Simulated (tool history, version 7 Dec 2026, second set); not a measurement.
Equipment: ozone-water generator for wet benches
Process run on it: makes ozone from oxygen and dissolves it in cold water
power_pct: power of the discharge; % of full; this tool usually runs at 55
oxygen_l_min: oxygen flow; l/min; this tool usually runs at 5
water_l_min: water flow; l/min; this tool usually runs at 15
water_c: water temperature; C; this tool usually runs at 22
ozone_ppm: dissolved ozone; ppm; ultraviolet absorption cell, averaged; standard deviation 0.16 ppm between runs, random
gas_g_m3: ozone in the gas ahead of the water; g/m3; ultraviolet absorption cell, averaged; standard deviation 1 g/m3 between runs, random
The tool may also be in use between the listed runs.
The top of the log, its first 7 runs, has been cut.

| run | day | power_pct | oxygen_l_min | water_l_min | water_c | hours of work since the electrodes were changed | hours of work since the contactor was cleaned | hours of work since the thermometer was calibrated | ozone_ppm | gas_g_m3 |
|---|---|---|---|---|---|---|---|---|---|---|
| 8 | 16.925 | 55 | 5 | 13 | 22 | 597 | 2174 | 1057 | 23.0 | 173.4 |
| 9 | 18.838 | 55 | 5 | 13 | 22 | 625 | 2202 | 1085 | 23.0 | 172.6 |
| 10 | 20.683 | 55 | 5 | 13 | 22 | 653 | 2229 | 1112 | 22.9 | 171.5 |
| 11 | 23.862 | 55 | 5 | 15 | 22 | 699 | 2276 | 1159 | 21.1 | 172.6 |
| 12 | 25.396 | 55 | 5 | 15 | 22 | 722 | 2298 | 1182 | 21.5 | 173.2 |
| 13 | 27.250 | 55 | 5 | 15 | 22 | 749 | 2326 | 1209 | 21.4 | 172.8 |
|  | 27.625 | contactor cleaned |
| 14 | 29.200 | 55 | 5 | 15 | 22 | 776 | 23 | 1235 | 21.2 | 172.4 |
| 15 | 32.312 | 55 | 5 | 15 | 22 | 821 | 69 | 1281 | 21.1 | 171.5 |
| 16 | 34.283 | 55 | 5 | 15 | 22 | 850 | 98 | 1310 | 21.4 | 171.0 |

The next listed run, before its measurement:
| 17 | 36.788 | 55 | 5 | 15 | 22 | 887 | 135 | 1347 | ? | ? |

Run 17 measured ozone_ppm 20.8 ppm, gas_g_m3 172.0 g/m3.
Had the tool carried no hidden state, the very same run would have given ozone_ppm 21.4 ppm, gas_g_m3 174.8 g/m3.

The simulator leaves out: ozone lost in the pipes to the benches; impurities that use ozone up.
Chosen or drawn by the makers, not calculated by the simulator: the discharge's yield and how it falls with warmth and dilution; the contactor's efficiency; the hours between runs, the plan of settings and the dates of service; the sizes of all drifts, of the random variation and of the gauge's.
